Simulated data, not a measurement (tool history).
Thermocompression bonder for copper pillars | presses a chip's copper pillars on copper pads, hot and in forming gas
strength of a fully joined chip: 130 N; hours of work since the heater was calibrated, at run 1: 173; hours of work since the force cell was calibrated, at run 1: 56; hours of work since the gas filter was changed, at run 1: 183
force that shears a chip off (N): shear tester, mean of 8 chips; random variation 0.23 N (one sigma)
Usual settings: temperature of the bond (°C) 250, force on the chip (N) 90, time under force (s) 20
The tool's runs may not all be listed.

run,day,temperature of the bond (°C),force on the chip (N),time under force (s),hours of work since the heater was calibrated,hours of work since the force cell was calibrated,hours of work since the gas filter was changed,force that shears a chip off (N)
1,0,250,90,20,173,56,183,50.2
2,0.4,250,90,20,180,62,189,49.7
3,0.658,248,90,20,184,66,193,49.2
4,1.029,225,90,20,190,73,199,37.4
5,1.362,250,90,20,195,78,205,49.7
6,1.633,250,90,50,200,82,209,69.2
7,1.971,250,90,20,205,88,215,49.6
8,2.446,250,90,11,213,96,222,38.9
9,2.7,250,90,11,217,100,227,38.6
10,3.096,250,90,53,223,106,233,69.3
11,3.442,257,90,53,229,112,239,74.2
12,3.779,273,118,11,235,117,244,64.4
13,4.167,249,79,24,241,124,251,45.4
14,4.408,253,90,40,245,128,254,64.6
15,4.858,242,90,20,252,135,262,44.6
16,5.212,242,80,16,258,141,268,35.9
# day 5.462: gauge calibrated
17,5.571,242,80,16,264,147,273,36.3
18,5.996,247,58,12,271,153,280,23.3
19,6.258,247,58,12,275,158,285,23

Forecast each of these 3 alternatives for the next run:
A,6.671,265,120,29,282,164,291,?
B,6.671,250,90,26,282,164,291,?
C,6.671,261,61,33,282,164,291,?

run,force that shears a chip off (N)
A,83.8
B,55
C,45
Without the tool's hidden state the same runs would have given:
run,force that shears a chip off (N)
A,84.4
B,55.4
C,45.3
